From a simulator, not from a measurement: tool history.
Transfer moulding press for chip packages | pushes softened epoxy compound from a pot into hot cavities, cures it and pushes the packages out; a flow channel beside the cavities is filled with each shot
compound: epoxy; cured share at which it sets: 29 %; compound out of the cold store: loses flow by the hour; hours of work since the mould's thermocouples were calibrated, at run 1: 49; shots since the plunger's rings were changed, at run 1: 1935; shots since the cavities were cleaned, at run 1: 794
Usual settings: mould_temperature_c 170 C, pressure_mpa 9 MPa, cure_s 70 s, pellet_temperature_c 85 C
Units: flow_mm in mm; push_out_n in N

run	hour	mould_temperature_c	pressure_mpa	cure_s	pellet_temperature_c	hours of work since the mould's thermocouples were calibrated	shots since the plunger's rings were changed	shots since the cavities were cleaned	incoming compound's hours out of the cold store	flow_mm	push_out_n
1	0	170	9	70	85	49	1935	794	46.6	534	781
# hour 17: cavities cleaned with cleaning compound and waxed
2	39.9	170	9	70	85	66	2309	222	16.9	577	679
# hour 69.4: plunger's sealing rings changed
3	104	170	9	70	85	95	337	822	11.5	595	870
# hour 116.6: cavities cleaned with cleaning compound and waxed
4	168.4	170	9	70	85	124	949	504	43.1	543	742
# hour 216.2: cavities cleaned with cleaning compound and waxed
5	225.2	170	9	70	85	149	1487	87	41	546	587
6	259.8	170	9	70	85	165	1824	424	8.4	593	817
7	286.7	170	9	70	85	178	2086	686	25.3	566	854
# hour 316.3: cavities cleaned with cleaning compound and waxed
8	321.9	170	9	70	91	193	2414	55	31.1	552	578
# hour 342.7: plunger's sealing rings changed
9	365.2	170	9	70	91	212	219	452	13.4	593	762
# hour 414.4: cavities cleaned with cleaning compound and waxed
10	430.2	170	9	70	91	241	837	153	25.9	569	604
11	493.4	170	9	70	91	270	1452	768	33.5	557	802
# hour 513.8: cavities cleaned with cleaning compound and waxed
12	522.6	170	7.16	70	85	283	1721	85	45.8	479	586
13	551.3	170	9	70	85	296	2001	365	9	592	780
14	583.7	174	9	70	85	311	2316	680	33.4	542	661
# hour 614.5: plunger's sealing rings changed
# hour 616: cavities cleaned with cleaning compound and waxed
15	632.1	174	9	50	92	332	157	157	47.7	530	1118
16	686.5	174	9	50	92	357	686	686	44.9	532	1442
# hour 716.6: cavities cleaned with cleaning compound and waxed
17	751.9	174	9	50	92	386	1308	344	34.8	546	1271
18	799.7	177	9.96	70	82	409	1773	809	19.3	589	584
# hour 817.2: cavities cleaned with cleaning compound and waxed
19	834.8	177	9.96	70	82	424	2100	171	42.9	552	423
20	874.6	176	8.05	71	93	442	2488	559	36.3	504	551
# hour 884: plunger's sealing rings changed
# hour 915: cavities cleaned with cleaning compound and waxed
21	935	176	8.05	71	93	468	482	194	8.3	552	474
22	999.3	170	8.02	62	85	498	1107	819	29.2	536	1199
# hour 1010.4: cavities cleaned with cleaning compound and waxed
23	1058	170	8.02	62	85	524	1665	464	24	538	1161
# hour 1106.7: cavities cleaned with cleaning compound and waxed
24	1110.2	166	7.2	51	84	548	2158	34	29.1	511	1514
25	1149.7	166	7.2	51	84	566	2542	418	46.2	490	2022
# hour 1156.8: plunger's sealing rings changed
26	1191.2	169	6.89	70	91	584	334	798	42.1	481	947
# hour 1207.2: cavities cleaned with cleaning compound and waxed
27	1231.3	169	6.89	70	91	602	710	235	40.8	483	749

Forecast each of these 4 alternatives for the next run:
A	1268.2	174	6.89	85	85	619	1068	593	21	?	?
B	1268.2	170	8.76	70	85	619	1068	593	28	?	?
C	1268.2	170	9.35	70	85	619	1068	593	16.2	?	?
D	1268.2	169	7.89	70	91	619	1068	593	9.3	?	?

run	flow_mm	push_out_n
A	497	506
B	560	873
C	598	889
D	560	990
Without the tool's hidden state the same runs would have given:
run	flow_mm	push_out_n
A	498	313
B	561	501
C	598	506
D	561	564
